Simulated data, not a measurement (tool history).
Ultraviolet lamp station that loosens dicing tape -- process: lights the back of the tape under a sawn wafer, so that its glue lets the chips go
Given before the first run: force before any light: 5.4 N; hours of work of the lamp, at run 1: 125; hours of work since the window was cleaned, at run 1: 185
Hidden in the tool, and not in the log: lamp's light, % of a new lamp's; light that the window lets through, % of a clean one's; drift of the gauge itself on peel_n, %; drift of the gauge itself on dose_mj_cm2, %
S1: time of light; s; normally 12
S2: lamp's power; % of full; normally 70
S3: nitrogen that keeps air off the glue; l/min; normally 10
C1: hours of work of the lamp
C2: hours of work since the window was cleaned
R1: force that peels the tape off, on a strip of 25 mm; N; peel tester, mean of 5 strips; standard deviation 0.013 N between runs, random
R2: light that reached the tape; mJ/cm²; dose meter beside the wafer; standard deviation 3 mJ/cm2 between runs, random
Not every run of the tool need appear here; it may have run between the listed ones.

{"run": 1, "day": 0.0, "S1": 12, "S2": 70, "S3": 10, "C1": 125, "C2": 185, "R1": 0.856, "R2": 373}
{"run": 2, "day": 0.296, "S1": 12, "S2": 70, "S3": 10, "C1": 128, "C2": 188, "R1": 0.869, "R2": 370}
{"run": 3, "day": 0.562, "S1": 12, "S2": 91, "S3": 10, "C1": 131, "C2": 191, "R1": 0.565, "R2": 479}
{"run": 4, "day": 0.917, "S1": 12, "S2": 91, "S3": 8, "C1": 134, "C2": 194, "R1": 0.645, "R2": 477}
{"run": 5, "day": 1.325, "S1": 12, "S2": 60, "S3": 10, "C1": 138, "C2": 199, "R1": 1.128, "R2": 311}
{"run": 6, "day": 1.833, "S1": 12, "S2": 70, "S3": 10, "C1": 144, "C2": 204, "R1": 0.885, "R2": 366}
{"run": 7, "day": 2.196, "S1": 12, "S2": 70, "S3": 10, "C1": 147, "C2": 207, "R1": 0.936, "R2": 360}
{"run": 8, "day": 2.625, "S1": 12, "S2": 70, "S3": 10, "C1": 152, "C2": 212, "R1": 0.91, "R2": 358}
{"run": 9, "day": 3.221, "S1": 12, "S2": 70, "S3": 10, "C1": 158, "C2": 218, "R1": 0.916, "R2": 355}
{"run": 10, "day": 3.621, "S1": 20, "S2": 70, "S3": 10, "C1": 162, "C2": 222, "R1": 0.381, "R2": 595}
{"run": 11, "day": 4.083, "S1": 12, "S2": 70, "S3": 12, "C1": 166, "C2": 227, "R1": 0.841, "R2": 352}
{"run": 12, "day": 4.496, "S1": 12, "S2": 70, "S3": 10, "C1": 170, "C2": 231, "R1": 0.964, "R2": 351}
{"run": 13, "day": 5.008, "S1": 12, "S2": 70, "S3": 10, "C1": 176, "C2": 236, "R1": 0.942, "R2": 349}
{"run": 14, "day": 5.279, "S1": 21, "S2": 81, "S3": 5, "C1": 178, "C2": 239, "R1": 0.42, "R2": 702}
{"run": 15, "day": 5.858, "S1": 7, "S2": 75, "S3": 4, "C1": 184, "C2": 244, "R1": 2.301, "R2": 212}
{"run": 16, "day": 6.462, "S1": 11, "S2": 64, "S3": 10, "C1": 190, "C2": 251, "R1": 1.24, "R2": 287}
{"run": 17, "day": 6.75, "S1": 11, "S2": 64, "S3": 10, "C1": 193, "C2": 253, "R1": 1.331, "R2": 280}
{"run": 18, "day": 7.212, "S1": 14, "S2": 91, "S3": 8, "C1": 198, "C2": 258, "R1": 0.565, "R2": 518}
{"run": 19, "day": 7.642, "S1": 18, "S2": 94, "S3": 6, "C1": 202, "C2": 263, "R1": 0.406, "R2": 680}
{"run": 20, "day": 8.275, "S1": 24, "S2": 70, "S3": 10, "C1": 209, "C2": 269, "R1": 0.289, "R2": 663}
{"run": 21, "day": 8.829, "S1": 11, "S2": 70, "S3": 10, "C1": 214, "C2": 275, "R1": 1.204, "R2": 305}
{"run": 22, "day": 9.112, "S1": 11, "S2": 70, "S3": 10, "C1": 217, "C2": 277, "R1": 1.183, "R2": 305}
{"run": 23, "day": 9.375, "S1": 11, "S2": 70, "S3": 10, "C1": 220, "C2": 280, "R1": 1.176, "R2": 303}
{"run": 24, "day": 9.675, "S1": 11, "S2": 98, "S3": 10, "C1": 223, "C2": 283, "R1": 0.74, "R2": 421}
{"run": 25, "day": 10.229, "S1": 11, "S2": 98, "S3": 10, "C1": 228, "C2": 289, "R1": 0.71, "R2": 416}
{"day": 10.508, "done": "window cleaned of glue's vapour"}
{"run": 26, "day": 10.829, "S1": 7, "S2": 93, "S3": 5, "C1": 234, "C2": 3, "R1": 1.636, "R2": 297}

3 options for the next run, each taken on its own from the tool as it stands now. Forecast them:
{"run": "A", "day": 11.112, "S1": 12, "S2": 93, "S3": 12, "C1": 237, "C2": 6, "R1": "?", "R2": "?"}
{"run": "B", "day": 11.112, "S1": 8, "S2": 93, "S3": 7, "C1": 237, "C2": 6, "R1": "?", "R2": "?"}
{"run": "C", "day": 11.112, "S1": 7, "S2": 67, "S3": 4, "C1": 237, "C2": 6, "R1": "?", "R2": "?"}

run=A R1=0.433 R2=505
run=B R1=1.174 R2=336
run=C R1=2.459 R2=215
With no hidden state in the tool, these same runs would have given:
run=A R1=0.313 R2=597
run=B R1=0.912 R2=398
run=C R1=2.136 R2=254
